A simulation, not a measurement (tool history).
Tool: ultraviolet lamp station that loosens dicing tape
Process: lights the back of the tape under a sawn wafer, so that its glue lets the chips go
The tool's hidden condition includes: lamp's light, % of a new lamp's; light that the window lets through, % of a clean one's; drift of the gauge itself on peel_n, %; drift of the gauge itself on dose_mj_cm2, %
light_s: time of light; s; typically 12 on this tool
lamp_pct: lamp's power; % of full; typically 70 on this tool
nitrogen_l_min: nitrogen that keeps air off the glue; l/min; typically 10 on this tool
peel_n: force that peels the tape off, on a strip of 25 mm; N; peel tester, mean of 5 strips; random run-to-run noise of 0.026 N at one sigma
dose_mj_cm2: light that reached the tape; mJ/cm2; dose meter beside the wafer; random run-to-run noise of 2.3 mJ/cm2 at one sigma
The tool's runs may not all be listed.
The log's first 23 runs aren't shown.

| run | hour | light_s | lamp_pct | nitrogen_l_min | hours of work of the lamp | hours of work since the window was cleaned | peel_n | dose_mj_cm2 |
|---|---|---|---|---|---|---|---|---|
| 24 | 248.2 | 12 | 69 | 10 | 489 | 335 | 1.825 | 171 |
| 25 | 261.0 | 9 | 79 | 6 | 497 | 343 | 2.929 | 146 |
| 26 | 273.5 | 11 | 90 | 7 | 505 | 350 | 1.726 | 204 |
| 27 | 286.2 | 12 | 90 | 10 | 513 | 358 | 1.219 | 218 |
| 28 | 299.5 | 8 | 88 | 7 | 521 | 367 | 2.977 | 145 |
| 29 | 311.3 | 12 | 70 | 4 | 529 | 374 | 2.888 | 170 |
| 30 | 327.3 | 16 | 67 | 5 | 539 | 384 | 1.989 | 215 |
| 31 | 334.8 | 16 | 67 | 5 | 543 | 389 | 1.910 | 217 |
| 32 | 346.1 | 12 | 74 | 10 | 550 | 396 | 1.786 | 177 |
| 33 | 355.6 | 12 | 74 | 10 | 556 | 402 | 1.733 | 175 |
| 34 | 365.9 | 23 | 74 | 10 | 563 | 408 | 0.507 | 334 |
| 35 | 378.5 | 12 | 61 | 11 | 571 | 416 | 2.241 | 145 |
| 36 | 385.1 | 12 | 61 | 11 | 575 | 420 | 2.138 | 149 |
| 37 | 395.3 | 12 | 61 | 11 | 581 | 427 | 2.278 | 143 |
| 38 | 408.5 | 14 | 64 | 3 | 589 | 435 | 3.334 | 173 |
| 39 | 418.9 | 15 | 70 | 4 | 596 | 441 | 2.462 | 202 |
| 40 | 433.5 | 14 | 80 | 7 | 605 | 451 | 1.554 | 216 |
| 41 | 446.2 | 14 | 80 | 7 | 613 | 459 | 1.601 | 216 |
| 42 | 455.9 | 8 | 89 | 4 | 619 | 465 | 3.627 | 138 |
| 43 | 469.0 | 8 | 85 | 7 | 627 | 473 | 3.210 | 127 |
| 44 | 480.6 | 8 | 68 | 10 | 635 | 480 | 3.376 | 103 |

4 ways to go on from here, each from the tool as it stands after run 44. What would each give?
| A | 493.6 | 9 | 75 | 7 | 643 | 488 | ? | ? |
| B | 493.6 | 12 | 70 | 13 | 643 | 488 | ? | ? |
| C | 493.6 | 12 | 84 | 4 | 643 | 488 | ? | ? |
| D | 493.6 | 10 | 68 | 10 | 643 | 488 | ? | ? |

| run | peel_n | dose_mj_cm2 |
|---|---|---|
| A | 3.186 | 127 |
| B | 1.827 | 154 |
| C | 2.571 | 192 |
| D | 2.687 | 128 |
Had the tool no hidden state, the same runs would have come out as:
| run | peel_n | dose_mj_cm2 |
|---|---|---|
| A | 2.259 | 169 |
| B | 1.119 | 207 |
| C | 1.726 | 255 |
| D | 1.821 | 171 |

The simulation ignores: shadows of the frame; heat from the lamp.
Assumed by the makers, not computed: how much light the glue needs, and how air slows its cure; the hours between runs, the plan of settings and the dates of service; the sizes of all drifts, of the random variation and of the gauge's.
